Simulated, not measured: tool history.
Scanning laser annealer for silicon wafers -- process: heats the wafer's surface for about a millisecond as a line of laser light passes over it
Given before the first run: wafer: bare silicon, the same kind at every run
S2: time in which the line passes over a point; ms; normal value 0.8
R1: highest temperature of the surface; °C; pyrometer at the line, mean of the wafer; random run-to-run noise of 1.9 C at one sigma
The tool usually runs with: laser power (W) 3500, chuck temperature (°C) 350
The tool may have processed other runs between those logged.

{"run": 1, "hour": 0.0, "laser power (W)": 3500, "S2": 0.8, "chuck temperature (°C)": 350, "R1": 1165}
{"run": 2, "hour": 11.1, "laser power (W)": 3500, "S2": 0.8, "chuck temperature (°C)": 350, "R1": 1167}
{"run": 3, "hour": 25.5, "laser power (W)": 3500, "S2": 0.645, "chuck temperature (°C)": 350, "R1": 1096}
{"run": 4, "hour": 37.2, "laser power (W)": 3500, "S2": 0.8, "chuck temperature (°C)": 322, "R1": 1134}
{"run": 5, "hour": 49.4, "laser power (W)": 3500, "S2": 0.8, "chuck temperature (°C)": 322, "R1": 1139}
{"run": 6, "hour": 61.6, "laser power (W)": 3500, "S2": 0.8, "chuck temperature (°C)": 322, "R1": 1137}
{"run": 7, "hour": 70.1, "laser power (W)": 3500, "S2": 0.8, "chuck temperature (°C)": 322, "R1": 1131}
{"run": 8, "hour": 78.3, "laser power (W)": 3500, "S2": 0.8, "chuck temperature (°C)": 322, "R1": 1138}
{"run": 9, "hour": 90.8, "laser power (W)": 3500, "S2": 0.8, "chuck temperature (°C)": 322, "R1": 1137}
{"run": 10, "hour": 102.0, "laser power (W)": 3467, "S2": 0.8, "chuck temperature (°C)": 350, "R1": 1150}
{"run": 11, "hour": 114.1, "laser power (W)": 3500, "S2": 0.8, "chuck temperature (°C)": 350, "R1": 1161}
{"run": 12, "hour": 125.3, "laser power (W)": 3500, "S2": 0.8, "chuck temperature (°C)": 350, "R1": 1165}
{"run": 13, "hour": 142.2, "laser power (W)": 3500, "S2": 0.8, "chuck temperature (°C)": 350, "R1": 1159}
{"run": 14, "hour": 156.8, "laser power (W)": 3500, "S2": 0.8, "chuck temperature (°C)": 350, "R1": 1161}
{"run": 15, "hour": 170.3, "laser power (W)": 3500, "S2": 0.8, "chuck temperature (°C)": 350, "R1": 1160}
{"run": 16, "hour": 179.6, "laser power (W)": 3500, "S2": 0.8, "chuck temperature (°C)": 350, "R1": 1159}
{"run": 17, "hour": 195.2, "laser power (W)": 3500, "S2": 0.8, "chuck temperature (°C)": 350, "R1": 1158}
{"run": 18, "hour": 209.3, "laser power (W)": 3500, "S2": 0.8, "chuck temperature (°C)": 350, "R1": 1161}
{"run": 19, "hour": 221.3, "laser power (W)": 3106, "S2": 0.8, "chuck temperature (°C)": 350, "R1": 1047}
{"run": 20, "hour": 236.9, "laser power (W)": 3106, "S2": 0.8, "chuck temperature (°C)": 350, "R1": 1045}
{"run": 21, "hour": 248.5, "laser power (W)": 3106, "S2": 0.8, "chuck temperature (°C)": 350, "R1": 1047}
{"run": 22, "hour": 262.1, "laser power (W)": 3106, "S2": 0.8, "chuck temperature (°C)": 350, "R1": 1047}
{"run": 23, "hour": 273.3, "laser power (W)": 3106, "S2": 0.8, "chuck temperature (°C)": 350, "R1": 1046}
{"run": 24, "hour": 287.5, "laser power (W)": 3500, "S2": 0.8, "chuck temperature (°C)": 360, "R1": 1165}
{"run": 25, "hour": 302.2, "laser power (W)": 3500, "S2": 0.8, "chuck temperature (°C)": 360, "R1": 1165}
{"run": 26, "hour": 315.0, "laser power (W)": 3757, "S2": 0.8, "chuck temperature (°C)": 387, "R1": 1270}
{"run": 27, "hour": 327.6, "laser power (W)": 3757, "S2": 0.8, "chuck temperature (°C)": 387, "R1": 1270}
{"run": 28, "hour": 335.6, "laser power (W)": 3257, "S2": 0.996, "chuck temperature (°C)": 350, "R1": 1156}
{"run": 29, "hour": 347.1, "laser power (W)": 3257, "S2": 0.673, "chuck temperature (°C)": 333, "R1": 1020}
{"run": 30, "hour": 362.3, "laser power (W)": 3257, "S2": 0.94, "chuck temperature (°C)": 310, "R1": 1094}
{"run": 31, "hour": 376.7, "laser power (W)": 3524, "S2": 0.8, "chuck temperature (°C)": 350, "R1": 1162}
{"run": 32, "hour": 393.1, "laser power (W)": 3364, "S2": 0.718, "chuck temperature (°C)": 373, "R1": 1105}
{"run": 33, "hour": 402.6, "laser power (W)": 3108, "S2": 0.746, "chuck temperature (°C)": 370, "R1": 1040}
{"run": 34, "hour": 418.4, "laser power (W)": 3578, "S2": 0.8, "chuck temperature (°C)": 330, "R1": 1153}
{"run": 35, "hour": 429.9, "laser power (W)": 3500, "S2": 0.562, "chuck temperature (°C)": 350, "R1": 1041}
{"run": 36, "hour": 437.9, "laser power (W)": 3109, "S2": 0.667, "chuck temperature (°C)": 323, "R1": 963}
{"run": 37, "hour": 445.5, "laser power (W)": 3500, "S2": 0.8, "chuck temperature (°C)": 334, "R1": 1138}
{"run": 38, "hour": 459.2, "laser power (W)": 3500, "S2": 0.902, "chuck temperature (°C)": 350, "R1": 1193}
{"run": 39, "hour": 473.2, "laser power (W)": 3500, "S2": 0.902, "chuck temperature (°C)": 350, "R1": 1194}
{"run": 40, "hour": 481.1, "laser power (W)": 3434, "S2": 0.846, "chuck temperature (°C)": 350, "R1": 1154}

A few steps of R1 between consecutive runs. Split each: what settings, incoming material and random variation would produce without the hidden state, and what is left over for the hidden state, along with gauge scatter present in only one of the two compared results (measured, and without hidden state):
Unlogged tool condition in this case: light that passes the window, % of a clean one's; laser's true power over the reading, %; width of the line over the set one, %; drift of the gauge itself on peak_c, C.
Run 23 -> 24: laser power (W) 3106 -> 3500, chuck temperature (°C) 350 -> 360. R1 +119 °C: hidden state -3, all else +122.
Run 28 -> 29: S2 0.996 -> 0.673, chuck temperature (°C) 350 -> 333. R1 -136 °C: hidden state +4, all else -140.
Run 33 -> 34: laser power (W) 3108 -> 3578, S2 0.746 -> 0.8, chuck temperature (°C) 370 -> 330. R1 +113 °C: hidden state -7, all else +120.
Run 34 -> 35: laser power (W) 3578 -> 3500, S2 0.8 -> 0.562, chuck temperature (°C) 330 -> 350. R1 -112 °C: hidden state +5, all else -117.
Run 36 -> 37: laser power (W) 3109 -> 3500, S2 0.667 -> 0.8, chuck temperature (°C) 323 -> 334. R1 +175 °C: hidden state -6, all else +181.
